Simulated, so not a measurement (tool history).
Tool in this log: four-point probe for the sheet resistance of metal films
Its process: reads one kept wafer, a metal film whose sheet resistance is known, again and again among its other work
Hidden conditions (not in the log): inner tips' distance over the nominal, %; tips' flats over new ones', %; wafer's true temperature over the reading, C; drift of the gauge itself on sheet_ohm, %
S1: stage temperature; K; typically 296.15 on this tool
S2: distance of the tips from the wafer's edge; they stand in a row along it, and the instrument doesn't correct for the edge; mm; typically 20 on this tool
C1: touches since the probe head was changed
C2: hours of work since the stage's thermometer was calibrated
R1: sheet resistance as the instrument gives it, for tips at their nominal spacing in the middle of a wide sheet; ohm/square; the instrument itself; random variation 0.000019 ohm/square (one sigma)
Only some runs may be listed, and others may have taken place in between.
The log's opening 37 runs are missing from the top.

Run 38, hour 812.5: usual settings but S1 299.15 K, S2 45 mm; C1 22393; C2 193. Result: R1 0.09674 ohm/square.
Run 39, hour 829.8: usual settings but S1 295.15 K, S2 22 mm; C1 22696; C2 200. Result: R1 0.096719 ohm/square.
Run 40, hour 842.8: usual settings but S2 7 mm; C1 22924; C2 206. Result: R1 0.09828 ohm/square.
Run 41, hour 868.6: usual settings but S1 301.15 K, S2 64 mm; C1 23375; C2 217. Result: R1 0.096779 ohm/square.
Run 42, hour 883.6: usual settings but S1 302.15 K, S2 16 mm; C1 23638; C2 223. Result: R1 0.097135 ohm/square.
Run 43, hour 907.8: usual settings but S1 302.15 K, S2 16 mm; C1 24063; C2 234. Result: R1 0.097133 ohm/square.
Run 44, hour 931: usual settings but S1 293.15 K, S2 3 mm; C1 24469; C2 244. Result: R1 0.104908 ohm/square.
Run 45, hour 963.2: usual settings but S1 299.15 K, S2 10 mm; C1 25034; C2 258. Result: R1 0.097526 ohm/square.

Below are 4 alternative next runs, each starting from the tool's condition after run 45. Predict each:
Run A, hour 978.8: usual settings but S1 295.15 K, S2 37 mm; C1 25307; C2 264. Result: R1 ?.
Run B, hour 978.8: usual settings but S1 303.15 K, S2 10 mm; C1 25307; C2 264. Result: R1 ?.
Run C, hour 978.8: usual settings but S1 303.15 K, S2 33 mm; C1 25307; C2 264. Result: R1 ?.
Run D, hour 978.8: usual settings but S1 297.15 K, S2 7 mm; C1 25307; C2 264. Result: R1 ?.

run        R1
  A  0.096638
  B  0.097665
  C  0.096913
  D  0.098287
Without the tool's unlogged condition, the same runs would have read:
run        R1
  A  0.096453
  B  0.097477
  C  0.096726
  D  0.098099

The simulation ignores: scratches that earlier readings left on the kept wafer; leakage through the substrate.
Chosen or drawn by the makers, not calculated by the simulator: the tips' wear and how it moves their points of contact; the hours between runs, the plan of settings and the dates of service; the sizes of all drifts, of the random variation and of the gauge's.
